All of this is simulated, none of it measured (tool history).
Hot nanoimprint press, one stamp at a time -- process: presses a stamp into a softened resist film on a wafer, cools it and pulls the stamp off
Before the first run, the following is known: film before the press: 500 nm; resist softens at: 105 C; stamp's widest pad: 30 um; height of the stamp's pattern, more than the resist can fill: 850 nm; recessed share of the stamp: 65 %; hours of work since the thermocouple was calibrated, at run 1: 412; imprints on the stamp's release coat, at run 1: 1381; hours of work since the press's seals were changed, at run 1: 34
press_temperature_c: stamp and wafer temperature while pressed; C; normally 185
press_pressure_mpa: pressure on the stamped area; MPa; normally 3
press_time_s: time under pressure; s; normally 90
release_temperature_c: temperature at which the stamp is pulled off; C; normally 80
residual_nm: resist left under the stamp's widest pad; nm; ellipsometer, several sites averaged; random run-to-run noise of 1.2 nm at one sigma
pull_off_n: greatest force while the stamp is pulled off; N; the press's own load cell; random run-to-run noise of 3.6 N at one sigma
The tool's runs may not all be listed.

| run | day | press_temperature_c | press_pressure_mpa | press_time_s | release_temperature_c | hours of work since the thermocouple was calibrated | imprints on the stamp's release coat | hours of work since the press's seals were changed | residual_nm | pull_off_n |
|---|---|---|---|---|---|---|---|---|---|---|
| 1 | 0 | 185 | 3 | 90 | 80 | 412 | 1381 | 34 | 184.4 | 246 |
| 2 | 0.25 | 185 | 3 | 90 | 80 | 415 | 1406 | 38 | 182.5 | 254 |
| 3 | 0.467 | 185 | 3 | 90 | 80 | 418 | 1429 | 41 | 185.9 | 238 |
|  | 1.05 | stamp cleaned and given a new release coat |
| 4 | 1.096 | 185 | 3 | 90 | 80 | 424 | 5 | 46 | 184.8 | 184 |
| 5 | 1.504 | 185 | 3 | 90 | 80 | 430 | 46 | 52 | 183.6 | 174 |
| 6 | 1.912 | 185 | 3.66 | 90 | 80 | 435 | 88 | 58 | 168.1 | 184 |
| 7 | 2.258 | 185 | 3.66 | 90 | 80 | 440 | 123 | 63 | 163.8 | 188 |
| 8 | 2.579 | 185 | 3.66 | 90 | 80 | 445 | 155 | 67 | 165.3 | 176 |
| 9 | 2.8 | 185 | 3 | 110 | 80 | 448 | 178 | 70 | 173.1 | 190 |
| 10 | 3.217 | 185 | 3 | 88 | 80 | 454 | 220 | 76 | 185.9 | 190 |
| 11 | 3.575 | 185 | 3.83 | 90 | 80 | 459 | 256 | 81 | 162 | 191 |
| 12 | 3.838 | 185 | 3.83 | 90 | 80 | 462 | 282 | 85 | 161.1 | 190 |
| 13 | 4.246 | 185 | 3 | 90 | 80 | 468 | 324 | 91 | 185 | 191 |
| 14 | 4.65 | 185 | 3 | 90 | 80 | 474 | 365 | 96 | 185.3 | 190 |
| 15 | 4.996 | 185 | 3 | 90 | 80 | 479 | 400 | 101 | 186.7 | 190 |
| 16 | 5.408 | 185 | 3.48 | 90 | 78 | 484 | 441 | 107 | 169 | 204 |
|  | 5.562 | plate thermocouple calibrated |
| 17 | 5.875 | 178 | 3.03 | 90 | 72 | 4 | 476 | 112 | 236.1 | 219 |
| 18 | 6.225 | 178 | 3.03 | 90 | 72 | 9 | 512 | 117 | 236.9 | 225 |
| 19 | 6.462 | 196 | 3 | 51 | 80 | 13 | 535 | 120 | 162.6 | 208 |
| 20 | 6.808 | 189 | 2.02 | 172 | 68 | 18 | 570 | 125 | 160.9 | 238 |
| 21 | 7.142 | 189 | 3.92 | 146 | 68 | 22 | 604 | 130 | 117 | 242 |
| 22 | 7.458 | 189 | 3.92 | 146 | 68 | 27 | 636 | 134 | 117.2 | 242 |
|  | 7.838 | plate thermocouple calibrated, once more |
| 23 | 7.892 | 185 | 3 | 122 | 70 | 1 | 668 | 138 | 159 | 235 |
| 24 | 8.242 | 185 | 3 | 122 | 70 | 6 | 703 | 143 | 158.8 | 240 |
| 25 | 8.475 | 185 | 3 | 92 | 78 | 9 | 727 | 147 | 178.1 | 215 |
| 26 | 8.825 | 185 | 3 | 92 | 78 | 14 | 762 | 151 | 178.1 | 209 |
| 27 | 9.158 | 185 | 3 | 92 | 78 | 19 | 796 | 156 | 178.1 | 216 |
| 28 | 9.417 | 181 | 3 | 92 | 70 | 22 | 822 | 160 | 201.2 | 240 |
| 29 | 9.758 | 185 | 3 | 88 | 69 | 27 | 857 | 165 | 180.9 | 244 |
| 30 | 9.975 | 185 | 3 | 90 | 68 | 30 | 879 | 168 | 179.3 | 252 |

Consider 3 possible next runs. They are alternatives, not a sequence: every one starts from the tool as it was left by run 30. What does each give?
| A | 10.246 | 185 | 3 | 80 | 80 | 34 | 906 | 171 | ? | ? |
| B | 10.246 | 185 | 3 | 90 | 70 | 34 | 906 | 171 | ? | ? |
| C | 10.246 | 194 | 3 | 137 | 83 | 34 | 906 | 171 | ? | ? |

| run | residual_nm | pull_off_n |
|---|---|---|
| A | 187 | 219 |
| B | 180 | 245 |
| C | 113.4 | 214 |
Take away the tool's hidden state, keep each run's random variation, and the runs would have read:
| run | residual_nm | pull_off_n |
|---|---|---|
| A | 183.5 | 175 |
| B | 176.7 | 196 |
| C | 111.4 | 171 |
